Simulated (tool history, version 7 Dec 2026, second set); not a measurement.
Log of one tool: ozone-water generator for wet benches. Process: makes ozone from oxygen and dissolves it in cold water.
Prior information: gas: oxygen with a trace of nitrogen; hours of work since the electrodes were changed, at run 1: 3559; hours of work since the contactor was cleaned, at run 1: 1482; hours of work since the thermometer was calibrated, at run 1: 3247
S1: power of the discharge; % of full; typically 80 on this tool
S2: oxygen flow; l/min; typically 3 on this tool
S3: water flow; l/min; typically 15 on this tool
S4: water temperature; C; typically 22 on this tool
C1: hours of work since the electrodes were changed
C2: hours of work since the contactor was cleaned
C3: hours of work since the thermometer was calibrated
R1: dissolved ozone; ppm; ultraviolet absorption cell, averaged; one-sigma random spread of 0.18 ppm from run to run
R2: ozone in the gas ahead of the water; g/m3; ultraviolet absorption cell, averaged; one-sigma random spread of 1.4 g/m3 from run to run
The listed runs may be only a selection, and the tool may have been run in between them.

run     day  S1    S2  S3  S4    C1    C2    C3    R1     R2
  1       0  80     3  15  22  3559  1482  3247  21.9  245.3
  2   4.025  80     3  15  22  3640  1563  3328  22.2  241.7
  3   8.283  80  1.87  15  22  3725  1648  3413  21.6  322.2
  4  10.875  80  1.87  15  22  3777  1701  3465  21.4  322.8
  5  13.896  80     3  15  22  3838  1761  3526  21.8  238.8
  6  17.271  80     3  15  22  3906  1829  3594  21.7  241.3
  7  19.271  80     3  15  22  3946  1869  3634  21.5  240.7
  8  22.829  80     3  15  22  4018  1941  3706  21.6  240.3
  9  25.688  80     3  15  27  4075  1998  3763  20.4  241.1
 10  29.983  80  1.53  15  22  4162  2085  3850  20.9  359.2
 11  33.546  80  1.53  15  22  4233  2156  3921  20.6  359.6
 12  35.388  80     3  15  22  4270  2193  3958  21.3  238.6
 13  39.029  80     3  15  22  4344  2267  4032  21.3  237.6
 14  41.162  57   3.8  11  22  4386  2310  4074  19.5  154.7
 15  45.342  57   3.8  19  30  4470  2394  4159  11.9  154.2
 16  49.612  57   3.8  19  30  4556  2479  4244  11.8  154.4
     51.788  -- water thermometer calibrated
 17  52.071  57   3.5  19  21  4605  2528     6  13.3  161.8
 18  55.967  80     3   9  24  4684  2607    84  29.2  236.4
 19  60.333  92  2.39   9  14  4771  2695   172  39.2  305.3
 20  64.567  92  2.39   9  14  4857  2780   257  38.9  304.5
 21  68.867  92  2.39   9  14  4943  2866   343  38.6  303.8
 22  71.808  92  2.39   9  14  5002  2925   403  38.7  303.5
 23  73.712  42  4.02  19  15  5040  2964   441    11  115.1
 24  77.017  80     3  15  17  5107  3030   507  22.4  234.2
 25  79.104  80     3  15  17  5149  3072   549  22.1  231.4
 26  81.096  80     3  15  17  5189  3112   589  22.3  232.3

Alternative continuations, all from the tool just after run 26; predict every row:
  A  84.112  52  2.77  15  21  5250  3173  650   ?   ?
  B  84.112  80     3  15  17  5250  3173  650   ?   ?
  C  84.112  80  4.34  17  27  5250  3173  650   ?   ?
  D  84.112  79     3  15  17  5250  3173  650   ?   ?
  E  84.112  45  2.34  16  17  5250  3173  650   ?   ?

run    R1     R2
  A  14.4  169.7
  B    22  230.3
  C  17.2  186.4
  D  21.9  229.3
  E  12.8  169.6
With no hidden state in the tool, these same runs would have given:
run    R1     R2
  A  16.2  184.5
  B  25.7  261.3
  C  20.1  211.5
  D  25.6    260
  E  14.2  181.6
